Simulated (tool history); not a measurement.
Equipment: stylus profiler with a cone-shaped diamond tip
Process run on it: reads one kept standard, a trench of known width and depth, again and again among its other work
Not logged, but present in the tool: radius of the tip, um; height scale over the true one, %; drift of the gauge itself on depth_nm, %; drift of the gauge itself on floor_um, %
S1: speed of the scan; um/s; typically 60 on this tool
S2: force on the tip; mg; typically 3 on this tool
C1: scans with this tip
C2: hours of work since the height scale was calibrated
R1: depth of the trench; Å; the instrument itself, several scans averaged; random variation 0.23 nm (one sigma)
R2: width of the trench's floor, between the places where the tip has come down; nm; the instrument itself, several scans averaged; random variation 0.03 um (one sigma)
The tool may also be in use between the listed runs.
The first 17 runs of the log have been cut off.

Run 18, hour 324.4: usual settings but S2 7.7 mg; C1 3067; C2 250. Result: R1 10325.5 Å, R2 95500 nm.
Run 19, hour 345: usual settings but S2 7.7 mg; C1 3203; C2 261. Result: R1 10325.5 Å, R2 95490 nm.
Run 20, hour 364.3: usual settings but S2 7.7 mg; C1 3330; C2 272. Result: R1 10329.2 Å, R2 95470 nm.
Run 21, hour 391.4: usual settings but S2 7.7 mg; C1 3509; C2 286. Result: R1 10328.7 Å, R2 95430 nm.
Run 22, hour 415.8: usual settings but S2 7.7 mg; C1 3670; C2 299. Result: R1 10328.6 Å, R2 95480 nm.
Run 23, hour 435.5: usual settings but S1 97 um/s, S2 4.03 mg; C1 3800; C2 310. Result: R1 10216.6 Å, R2 95220 nm.
At hour 437.8: height scale calibrated on a step standard.
Run 24, hour 463.1: usual settings but S1 29 um/s, S2 2.39 mg; C1 3979; C2 14. Result: R1 10159.7 Å, R2 95410 nm.
Run 25, hour 483.4: usual settings but S1 29 um/s, S2 2.39 mg; C1 4113; C2 25. Result: R1 10162 Å, R2 95420 nm.
Run 26, hour 502.1: usual settings but S1 126 um/s, S2 5.1 mg; C1 4236; C2 35. Result: R1 10252 Å, R2 95130 nm.
Run 27, hour 514.7: usual settings but S1 126 um/s, S2 5.1 mg; C1 4319; C2 41. Result: R1 10260.1 Å, R2 95080 nm.
Run 28, hour 531.2: usual settings but S1 49 um/s; C1 4429; C2 50. Result: R1 10181.4 Å, R2 95300 nm.
Run 29, hour 549.4: usual settings but S1 116 um/s, S2 1.15 mg; C1 4549; C2 60. Result: R1 10105.2 Å, R2 94720 nm.
Run 30, hour 560.9: usual settings but S1 15 um/s, S2 2.63 mg; C1 4625; C2 66. Result: R1 10173 Å, R2 95350 nm.
Run 31, hour 579.8: usual settings but S1 17 um/s, S2 2.68 mg; C1 4749; C2 76. Result: R1 10172.4 Å, R2 95400 nm.
Run 32, hour 596.9: usual settings but S1 57 um/s, S2 1.38 mg; C1 4862; C2 86. Result: R1 10115.9 Å, R2 95100 nm.
At hour 599.3: height scale calibrated on a step standard, once more.
Run 33, hour 609.7: usual settings but S1 108 um/s, S2 7.59 mg; C1 4943; C2 6. Result: R1 10311 Å, R2 95100 nm.
Run 34, hour 621.7: usual settings but S1 175 um/s, S2 1.75 mg; C1 5022; C2 12. Result: R1 10116.6 Å, R2 94470 nm.
Run 35, hour 637.9: usual settings but S1 160 um/s, S2 1.95 mg; C1 5129; C2 21. Result: R1 10122 Å, R2 94550 nm.
Run 36, hour 649.7: usual settings but S1 160 um/s, S2 1.95 mg; C1 5207; C2 27. Result: R1 10128.3 Å, R2 94580 nm.
Run 37, hour 669.9: usual settings but S1 160 um/s, S2 1.95 mg; C1 5340; C2 38. Result: R1 10129.1 Å, R2 94550 nm.
Run 38, hour 692.9: usual settings but S1 237 um/s, S2 6.69 mg; C1 5493; C2 50. Result: R1 10294.5 Å, R2 94740 nm.
Run 39, hour 705.8: usual settings but S1 58 um/s, S2 1.99 mg; C1 5577; C2 57. Result: R1 10130.2 Å, R2 95080 nm.
Run 40, hour 732.2: usual settings but S1 58 um/s, S2 1.99 mg; C1 5752; C2 72. Result: R1 10133.5 Å, R2 95090 nm.

Forecast each of these 5 alternatives for the next run:
Run A, hour 756.4: usual settings but S1 19 um/s, S2 1.99 mg; C1 5912; C2 85. Result: R1 ?, R2 ?.
Run B, hour 756.4: usual settings but S1 32 um/s, S2 1.99 mg; C1 5912; C2 85. Result: R1 ?, R2 ?.
Run C, hour 756.4: usual settings but S1 61 um/s, S2 5.51 mg; C1 5912; C2 85. Result: R1 ?, R2 ?.
Run D, hour 756.4: usual settings but S1 16 um/s, S2 4.41 mg; C1 5912; C2 85. Result: R1 ?, R2 ?.
Run E, hour 756.4: usual settings but S1 154 um/s, S2 7.11 mg; C1 5912; C2 85. Result: R1 ?, R2 ?.

run       R1     R2
  A  10129.1  95160
  B  10128.3  95200
  C  10262.7  95130
  D  10222.3  95310
  E  10304.5  94880
Without the tool's unlogged condition, the same runs would have read:
run       R1     R2
  A  10128.4  95850
  B  10127.6  95890
  C    10262  95820
  D  10221.6  96000
  E  10303.8  95570
